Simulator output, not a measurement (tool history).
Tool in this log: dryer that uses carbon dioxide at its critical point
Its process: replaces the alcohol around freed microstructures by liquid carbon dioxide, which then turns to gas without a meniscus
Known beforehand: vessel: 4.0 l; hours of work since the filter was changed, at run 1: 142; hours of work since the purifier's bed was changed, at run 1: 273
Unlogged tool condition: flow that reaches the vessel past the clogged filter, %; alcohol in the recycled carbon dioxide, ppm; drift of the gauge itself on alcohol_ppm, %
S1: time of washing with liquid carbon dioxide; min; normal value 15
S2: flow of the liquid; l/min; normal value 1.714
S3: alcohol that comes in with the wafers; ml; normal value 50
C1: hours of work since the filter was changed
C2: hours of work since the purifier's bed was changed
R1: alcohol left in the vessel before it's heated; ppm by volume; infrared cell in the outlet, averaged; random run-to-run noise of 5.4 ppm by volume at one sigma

| run | hour | S1 | S2 | S3 | C1 | C2 | R1 |
|---|---|---|---|---|---|---|---|
| 1 | 0 | 15 | 1.714 | 50 | 142 | 273 | 196 |
| 2 | 18 | 15 | 1.714 | 105 | 151 | 283 | 362 |
| 3 | 47.1 | 15 | 1.714 | 98 | 166 | 297 | 363 |
| 4 | 77.2 | 15 | 1.714 | 98 | 181 | 313 | 373 |
| 5 | 91.3 | 15 | 1.714 | 50 | 188 | 320 | 210 |
| 6 | 115.2 | 15 | 1.714 | 50 | 201 | 332 | 223 |
| 7 | 140.7 | 15 | 1.714 | 50 | 214 | 345 | 224 |
| 8 | 161.1 | 15 | 1.79 | 50 | 224 | 356 | 204 |
| 9 | 189.9 | 24 | 1.714 | 50 | 239 | 370 | 77 |
| 10 | 205.9 | 24 | 1.714 | 50 | 247 | 379 | 78 |
| 11 | 219.9 | 15 | 1.714 | 50 | 254 | 386 | 234 |
| 12 | 239.9 | 15 | 1.714 | 50 | 264 | 396 | 246 |
| 13 | 273.7 | 15 | 1.714 | 50 | 282 | 413 | 247 |
| 14 | 292.1 | 15 | 1.23 | 50 | 291 | 423 | 690 |
| 15 | 321.9 | 15 | 1.23 | 50 | 306 | 438 | 730 |
| 16 | 353.9 | 15 | 1.23 | 50 | 323 | 454 | 711 |
| 17 | 374.3 | 15 | 1.23 | 50 | 333 | 465 | 740 |
| 18 | 404.2 | 15 | 1.23 | 50 | 348 | 480 | 738 |
| 19 | 433.8 | 15 | 1.23 | 50 | 363 | 495 | 777 |
| 20 | 467.7 | 15 | 1.23 | 50 | 381 | 512 | 756 |
| 21 | 500.7 | 15 | 1.23 | 50 | 398 | 529 | 797 |
| 22 | 532 | 10 | 1.714 | 70 | 414 | 545 | 1290 |
| 23 | 555.7 | 17 | 2.02 | 50 | 426 | 557 | 147 |
| 24 | 576.1 | 10 | 1.35 | 63 | 436 | 568 | 2077 |
| 25 | 592.8 | 10 | 1.35 | 63 | 445 | 576 | 2059 |
| 26 | 622 | 10 | 1.35 | 63 | 460 | 591 | 2091 |
|  | 652.7 | inlet filter changed |
| 27 | 656.2 | 15 | 1.35 | 50 | 2 | 608 | 424 |
| 28 | 685.2 | 15 | 2.22 | 50 | 17 | 623 | 128 |
| 29 | 708.9 | 21 | 2.12 | 68 | 29 | 635 | 107 |
| 30 | 729.1 | 9 | 1.714 | 98 | 39 | 645 | 1678 |

What if the next run were any one of these 3? Each begins from the tool's condition after run 30:
| A | 748.3 | 9 | 2.57 | 98 | 49 | 655 | ? |
| B | 748.3 | 13 | 1.42 | 84 | 49 | 655 | ? |
| C | 748.3 | 9 | 1.714 | 70 | 49 | 655 | ? |

| run | R1 |
|---|---|
| A | 492 |
| B | 907 |
| C | 1280 |
What these runs would have given with no unlogged condition in the tool:
| run | R1 |
|---|---|
| A | 368 |
| B | 768 |
| C | 1126 |
